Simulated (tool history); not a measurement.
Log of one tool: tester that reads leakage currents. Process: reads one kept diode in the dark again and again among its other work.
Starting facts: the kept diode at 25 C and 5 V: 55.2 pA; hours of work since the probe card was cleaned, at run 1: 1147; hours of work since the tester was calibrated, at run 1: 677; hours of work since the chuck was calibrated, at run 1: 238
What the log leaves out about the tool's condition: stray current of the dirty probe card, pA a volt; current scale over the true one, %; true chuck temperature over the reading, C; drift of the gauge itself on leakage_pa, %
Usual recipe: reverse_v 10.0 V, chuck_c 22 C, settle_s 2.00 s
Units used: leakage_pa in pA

run,hour,reverse_v,chuck_c,settle_s,hours of work since the probe card was cleaned,hours of work since the tester was calibrated,hours of work since the chuck was calibrated,leakage_pa
1,0.0,10.0,22,2.00,1147,677,238,63.58
2,85.5,10.0,22,2.00,1193,723,284,63.60
3,165.8,10.0,22,2.00,1236,767,327,63.43
4,274.3,10.0,22,2.00,1294,825,386,63.81
5,372.4,10.0,22,2.00,1347,878,438,63.49
6,475.8,10.0,22,2.00,1403,933,494,63.59
7,570.6,10.0,22,2.00,1454,985,545,63.59
8,627.7,10.0,22,2.00,1485,1015,576,63.48
9,722.2,10.0,26,2.00,1535,1066,627,89.47
# hour 820.0: chuck's temperature calibrated
10,822.8,10.0,22,0.59,1588,1119,2,65.54
11,945.6,10.0,22,2.00,1655,1185,68,63.70
12,1015.5,10.0,60,2.00,1692,1223,105,1176.78
13,1089.7,10.0,60,2.00,1732,1263,145,1173.91
14,1160.3,1.3,22,2.00,1770,1301,183,20.39
15,1232.7,1.3,22,2.00,1809,1340,222,20.33
16,1308.8,10.0,58,2.00,1850,1381,263,1020.92
17,1404.2,10.0,20,2.00,1901,1432,314,53.80
18,1516.8,10.0,22,8.14,1962,1493,375,63.11
19,1622.5,15.9,40,2.00,2019,1550,432,354.54
20,1727.8,9.9,29,2.85,2076,1606,489,113.75
21,1820.6,9.9,29,2.85,2126,1656,539,113.93
22,1905.8,9.9,29,2.85,2171,1702,584,113.62
23,2035.5,6.9,41,2.29,2241,1772,654,241.54
# hour 2088.0: chuck's temperature calibrated
24,2118.3,6.9,41,2.29,2285,1816,16,241.62
25,2216.3,6.9,41,2.29,2338,1868,69,242.04
26,2342.8,3.0,22,0.48,2406,1936,137,33.38
27,2445.8,3.0,22,0.48,2461,1992,193,33.42
28,2524.2,3.0,22,0.48,2503,2034,235,33.50
29,2586.8,3.0,22,0.48,2537,2068,269,33.24
30,2698.0,3.0,22,0.48,2597,2128,328,33.09
31,2771.8,1.9,34,2.00,2637,2167,368,68.34

Below are 5 alternative next runs, each starting from the tool's condition after run 31. Predict each:
A,2886.2,10.0,22,4.97,2698,2229,430,?
B,2886.2,10.0,37,1.13,2698,2229,430,?
C,2886.2,2.4,34,2.00,2698,2229,430,?
D,2886.2,9.0,22,2.00,2698,2229,430,?
E,2886.2,3.6,22,2.00,2698,2229,430,?

run,leakage_pa
A,63.11
B,218.55
C,77.63
D,60.17
E,35.82
Without the tool's hidden state the same runs would have given:
run,leakage_pa
A,63.07
B,218.53
C,77.63
D,60.14
E,35.81
